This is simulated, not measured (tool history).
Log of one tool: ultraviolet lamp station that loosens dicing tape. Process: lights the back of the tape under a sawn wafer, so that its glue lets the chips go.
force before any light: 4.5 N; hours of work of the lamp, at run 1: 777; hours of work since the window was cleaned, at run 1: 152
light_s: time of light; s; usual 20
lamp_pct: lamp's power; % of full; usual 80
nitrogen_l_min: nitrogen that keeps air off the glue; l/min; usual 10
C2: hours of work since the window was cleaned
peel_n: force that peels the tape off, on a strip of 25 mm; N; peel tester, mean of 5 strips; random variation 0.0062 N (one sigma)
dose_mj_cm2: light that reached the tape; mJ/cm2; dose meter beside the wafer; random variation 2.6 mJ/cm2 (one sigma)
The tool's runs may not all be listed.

run 1 hour=0 | light_s=20 lamp_pct=80 nitrogen_l_min=10 | hours_of_work_of_the_lamp=777 C2=152 | peel_n=0.311 dose_mj_cm2=265
run 2 hour=12.8 | light_s=20 lamp_pct=80 nitrogen_l_min=10 | hours_of_work_of_the_lamp=786 C2=162 | peel_n=0.306 dose_mj_cm2=260
run 3 hour=31.1 | light_s=20 lamp_pct=80 nitrogen_l_min=10 | hours_of_work_of_the_lamp=800 C2=175 | peel_n=0.338 dose_mj_cm2=261
run 4 hour=46.7 | light_s=20 lamp_pct=80 nitrogen_l_min=10 | hours_of_work_of_the_lamp=812 C2=187 | peel_n=0.317 dose_mj_cm2=260
run 5 hour=72.4 | light_s=20 lamp_pct=80 nitrogen_l_min=10 | hours_of_work_of_the_lamp=831 C2=206 | peel_n=0.342 dose_mj_cm2=260
run 6 hour=96.2 | light_s=20 lamp_pct=80 nitrogen_l_min=10 | hours_of_work_of_the_lamp=848 C2=224 | peel_n=0.357 dose_mj_cm2=256
run 7 hour=120.5 | light_s=20 lamp_pct=97 nitrogen_l_min=10 | hours_of_work_of_the_lamp=866 C2=242 | peel_n=0.235 dose_mj_cm2=306
-- hour=122.5 window cleaned of glue's vapour
run 8 hour=140.9 | light_s=20 lamp_pct=97 nitrogen_l_min=10 | hours_of_work_of_the_lamp=881 C2=14 | peel_n=0.26 dose_mj_cm2=292
run 9 hour=166.8 | light_s=20 lamp_pct=97 nitrogen_l_min=10 | hours_of_work_of_the_lamp=901 C2=33 | peel_n=0.256 dose_mj_cm2=289
run 10 hour=192.3 | light_s=20 lamp_pct=97 nitrogen_l_min=10 | hours_of_work_of_the_lamp=919 C2=52 | peel_n=0.274 dose_mj_cm2=288
-- hour=199.1 window cleaned of glue's vapour, once more
run 11 hour=217.4 | light_s=13 lamp_pct=99 nitrogen_l_min=10 | hours_of_work_of_the_lamp=938 C2=14 | peel_n=0.514 dose_mj_cm2=210
run 12 hour=235 | light_s=20 lamp_pct=73 nitrogen_l_min=10 | hours_of_work_of_the_lamp=951 C2=27 | peel_n=0.401 dose_mj_cm2=239
run 13 hour=264.9 | light_s=20 lamp_pct=73 nitrogen_l_min=10 | hours_of_work_of_the_lamp=973 C2=49 | peel_n=0.41 dose_mj_cm2=235
run 14 hour=292.2 | light_s=20 lamp_pct=73 nitrogen_l_min=10 | hours_of_work_of_the_lamp=993 C2=69 | peel_n=0.433 dose_mj_cm2=233

Forecast each of these 4 alternatives for the next run:
run A hour=305.1 | light_s=23 lamp_pct=93 nitrogen_l_min=12 | hours_of_work_of_the_lamp=1003 C2=79 | peel_n=? dose_mj_cm2=?
run B hour=305.1 | light_s=15 lamp_pct=88 nitrogen_l_min=10 | hours_of_work_of_the_lamp=1003 C2=79 | peel_n=? dose_mj_cm2=?
run C hour=305.1 | light_s=20 lamp_pct=65 nitrogen_l_min=10 | hours_of_work_of_the_lamp=1003 C2=79 | peel_n=? dose_mj_cm2=?
run D hour=305.1 | light_s=20 lamp_pct=73 nitrogen_l_min=15 | hours_of_work_of_the_lamp=1003 C2=79 | peel_n=? dose_mj_cm2=?

run=A peel_n=0.164 dose_mj_cm2=342
run=B peel_n=0.525 dose_mj_cm2=208
run=C peel_n=0.527 dose_mj_cm2=206
run=D peel_n=0.347 dose_mj_cm2=233
Without the tool's hidden state the same runs would have given:
run=A peel_n=0.093 dose_mj_cm2=449
run=B peel_n=0.284 dose_mj_cm2=273
run=C peel_n=0.287 dose_mj_cm2=270
run=D peel_n=0.179 dose_mj_cm2=306
